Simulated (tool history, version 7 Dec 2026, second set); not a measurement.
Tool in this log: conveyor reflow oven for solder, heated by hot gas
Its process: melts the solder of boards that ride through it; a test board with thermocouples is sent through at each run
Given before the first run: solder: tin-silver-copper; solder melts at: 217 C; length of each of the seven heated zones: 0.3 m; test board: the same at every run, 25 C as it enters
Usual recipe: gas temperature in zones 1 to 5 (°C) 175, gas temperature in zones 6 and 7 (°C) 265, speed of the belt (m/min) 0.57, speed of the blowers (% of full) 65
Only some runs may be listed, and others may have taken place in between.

run	hour	gas temperature in zones 1 to 5 (°C)	gas temperature in zones 6 and 7 (°C)	speed of the belt (m/min)	speed of the blowers (% of full)	highest temperature of the board (°C)	time above the solder's melting point (s)
1	0	175	265	0.57	65	247.3	44.4
2	69.8	175	265	0.477	65	252.5	58.4
3	144	175	265	0.477	65	252.6	58.3
4	188.2	175	265	0.477	65	252.3	58.1
5	225.8	175	265	0.615	65	244.4	38.4
# hour 250.3: flux residue cleaned out of gas plates and filters
6	323.4	175	265	0.615	65	246.2	39.9
7	416.3	175	265	0.57	57	246.8	44.3
8	469	175	265	0.57	57	246.4	44.1
9	540.5	175	265	0.57	65	248.2	45.5
10	626.2	175	265	0.57	65	247.5	45.1
11	698.2	175	265	0.57	65	246.6	45.2
12	761.1	175	265	0.57	65	246.9	44.7
13	815.8	175	265	0.57	65	247.1	44.8
14	867.2	175	265	0.531	65	249.2	50.2
15	915.9	175	265	0.57	56	245.7	43
16	957.5	175	265	0.57	56	245.3	43.1
17	1036.1	176	265	0.57	53	244.9	43
# hour 1086.5: thermocouples of zones 6 and 7 changed
18	1108.2	184	265	0.57	65	250.2	50.1
# hour 1153: flux residue cleaned out of gas plates and filters
19	1166.5	184	265	0.57	65	251.3	51.4
20	1259.1	184	265	0.57	65	250.9	50.9
21	1344.6	178	267	0.57	65	252.2	49.2
22	1424.7	178	267	0.57	65	251.9	48.8
23	1508.4	175	280	0.505	65	266.2	63.3
24	1575.4	175	280	0.505	65	265.8	63
25	1664.8	175	265	0.639	56	243.6	36.1
26	1738.9	175	265	0.645	59	243	36.2
27	1779.5	177	260	0.547	70	246	48.1
28	1839.5	162	260	0.547	53	240.7	37.6
29	1897.4	164	266	0.674	82	242.8	32.2
30	1961.9	175	258	0.553	65	243.3	43.3
31	2011.9	175	258	0.553	65	241.9	43.6

3 options for the next run, each taken on its own from the tool as it stands now. Forecast them:
# hour 2056.7: flux residue cleaned out of gas plates and filters
A	2107.9	168	258	0.553	65	?	?
# hour 2056.7: flux residue cleaned out of gas plates and filters
B	2107.9	179	258	0.633	82	?	?
# hour 2056.7: flux residue cleaned out of gas plates and filters
C	2107.9	177	253	0.553	65	?	?

run	highest temperature of the board (°C)	time above the solder's melting point (s)
A	242.4	41.6
B	242.2	39.3
C	239.8	42.4
Without the tool's hidden state the same runs would have given:
run	highest temperature of the board (°C)	time above the solder's melting point (s)
A	243.3	41
B	243.1	38.7
C	240.8	41.8
